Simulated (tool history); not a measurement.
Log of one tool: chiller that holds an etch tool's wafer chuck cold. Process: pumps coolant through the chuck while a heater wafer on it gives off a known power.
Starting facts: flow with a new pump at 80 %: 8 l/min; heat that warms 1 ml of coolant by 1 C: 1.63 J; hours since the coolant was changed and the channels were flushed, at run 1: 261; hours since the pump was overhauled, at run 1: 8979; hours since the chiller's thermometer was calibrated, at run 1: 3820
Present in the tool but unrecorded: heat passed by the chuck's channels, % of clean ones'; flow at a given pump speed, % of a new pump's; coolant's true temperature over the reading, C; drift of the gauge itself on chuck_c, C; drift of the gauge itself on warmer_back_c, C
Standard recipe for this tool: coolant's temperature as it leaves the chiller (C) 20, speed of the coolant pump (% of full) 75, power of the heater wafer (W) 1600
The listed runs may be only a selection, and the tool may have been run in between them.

run,hour,coolant's temperature as it leaves the chiller (C),speed of the coolant pump (% of full),power of the heater wafer (W),hours since the coolant was changed and the channels were flushed,hours since the pump was overhauled,hours since the chiller's thermometer was calibrated,chuck's temperature once it has settled (K),how much warmer the coolant comes back (C)
1,0,20,75,1600,261,8979,3820,313.85,9.56
2,208.6,22,75,1600,469,9188,4029,316.25,9.55
3,318.5,22,75,1600,579,9297,4138,316.25,9.63
# hour 416.3: chiller's thermometer calibrated
4,490.3,22,75,1600,750,9468,74,316.05,9.73
5,624.2,12,75,1600,884,9602,208,306.15,9.72
6,729.3,20,75,1600,989,9707,313,314.05,9.71
7,891.1,20,75,1600,1151,9869,475,314.25,9.75
8,1057.6,20,75,1144,1317,10036,641,308.45,6.94
9,1192.7,20,75,1600,1452,10171,776,314.75,9.81
10,1317.1,20,75,1600,1577,10295,901,314.55,9.82
11,1443.3,20,75,1600,1703,10421,1027,314.75,9.9
12,1597.8,20,75,1600,1858,10576,1182,314.75,9.86
13,1709.2,20,75,1600,1969,10687,1293,314.95,9.91
14,1807.4,16,75,1600,2067,10785,1391,310.85,9.98
15,1987.3,16,100,1600,2247,10965,1571,306.15,7.35
16,2182.9,16,100,1600,2443,11161,1767,306.45,7.36
17,2283.3,18,65,1600,2543,11261,1867,316.35,11.82
18,2432.8,18,65,1600,2693,11411,2017,316.45,11.81
19,2615.5,13,65,1794,2875,11594,2199,314.75,13.46
20,2795.4,21,81,1784,3055,11773,2379,317.75,10.46
21,2912.1,21,81,1784,3172,11890,2496,317.85,10.49
22,3046.7,19,99,1099,3306,12025,2630,304.65,5.13
23,3259.4,22,93,1015,3519,12237,2843,307.25,5.25
# hour 3277.1: coolant pump overhauled
24,3447.8,20,75,1362,3703,171,3027,309.35,6.8
25,3579.9,23,82,1600,3835,303,3159,313.75,7.29
26,3791.5,23,82,1600,4046,514,3370,313.95,7.32

How the hidden state differs across the entries between the runs, from the last listed run before each to the first after it:
From run 3 to run 4: chiller's thermometer calibrated (hour 416.3)
  heat passed by the chuck's channels, % of clean ones': 98.7 -> 98.4; flow at a given pump speed, % of a new pump's: 82.3 -> 82; coolant's true temperature over the reading, C: 0.36 -> 0.03
  measured minus no-state result, chuck's temperature once it has settled (K): +3.5 -> +3.2; how much warmer the coolant comes back (C): +1.71 -> +1.75
From run 23 to run 24: coolant pump overhauled (hour 3277.1)
  heat passed by the chuck's channels, % of clean ones': 93.7 -> 93.5; flow at a given pump speed, % of a new pump's: 76.4 -> 99.1; coolant's true temperature over the reading, C: 0.24 -> 0.26
  measured minus no-state result, chuck's temperature once it has settled (K): +3 -> +1.1; how much warmer the coolant comes back (C): +1.23 -> +0.06
